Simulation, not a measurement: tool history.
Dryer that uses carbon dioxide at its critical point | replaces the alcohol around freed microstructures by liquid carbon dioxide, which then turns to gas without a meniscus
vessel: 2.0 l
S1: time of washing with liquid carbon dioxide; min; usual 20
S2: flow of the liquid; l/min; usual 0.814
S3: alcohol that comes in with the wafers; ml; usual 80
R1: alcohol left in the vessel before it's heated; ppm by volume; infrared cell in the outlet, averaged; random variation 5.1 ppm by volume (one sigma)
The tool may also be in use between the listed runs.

run,hour,S1,S2,S3,R1
1,0.0,20,0.814,80,129
2,7.2,20,0.814,80,139
3,14.4,20,0.595,80,530
4,26.3,20,0.819,80,147
5,33.6,20,0.814,44,109
6,43.2,20,0.814,44,100
7,53.7,13,0.814,80,817
8,59.9,20,0.814,80,154
9,68.4,20,0.814,80,167
10,78.1,20,0.564,80,753
11,89.5,20,0.564,80,764
12,96.4,20,0.564,80,800
13,108.7,20,0.564,80,808
14,116.7,20,0.814,80,173
15,124.7,20,1.174,80,79
16,137.2,18,0.814,80,268
17,149.1,18,0.814,80,277
18,159.8,18,0.814,80,275
19,169.4,20,0.814,80,190
20,178.1,20,0.814,35,126
# hour 182.4: inlet filter changed
21,191.5,20,0.814,51,132
22,197.9,20,0.814,51,116
23,203.8,20,0.814,51,131
24,214.1,20,0.814,51,131
25,220.1,21,0.574,80,541
26,231.3,20,0.737,80,237
27,239.5,18,0.673,25,225
28,249.9,18,0.958,80,149
29,262.0,20,0.589,80,623
30,272.0,20,0.589,80,639
31,282.7,20,0.589,80,659
32,294.8,28,1.262,44,88
33,304.8,14,1.249,44,115
34,314.2,14,1.249,44,117
35,321.3,13,0.542,44,1909
36,331.4,19,0.494,80,1634
37,337.1,19,0.494,80,1669
38,344.8,30,0.890,49,98
39,352.1,30,0.890,49,100
40,361.9,30,0.890,49,99
41,373.9,15,1.104,38,143
42,379.5,15,0.623,48,1019
# hour 381.4: inlet filter changed
43,389.4,15,0.623,48,813
44,397.0,12,0.808,80,1063
45,403.8,20,1.347,80,98
46,414.1,20,1.347,80,112
47,419.8,20,0.805,32,136

4 ways to go on from here, each from the tool as it stands after run 47. What would each give?
A,427.0,29,0.814,32,?
B,427.0,21,0.814,109,?
C,427.0,20,1.254,32,?
D,427.0,13,0.805,32,?

run,R1
A,114
B,190
C,105
D,411
Without the tool's hidden state the same runs would have given:
run,R1
A,12
B,78
C,0
D,281
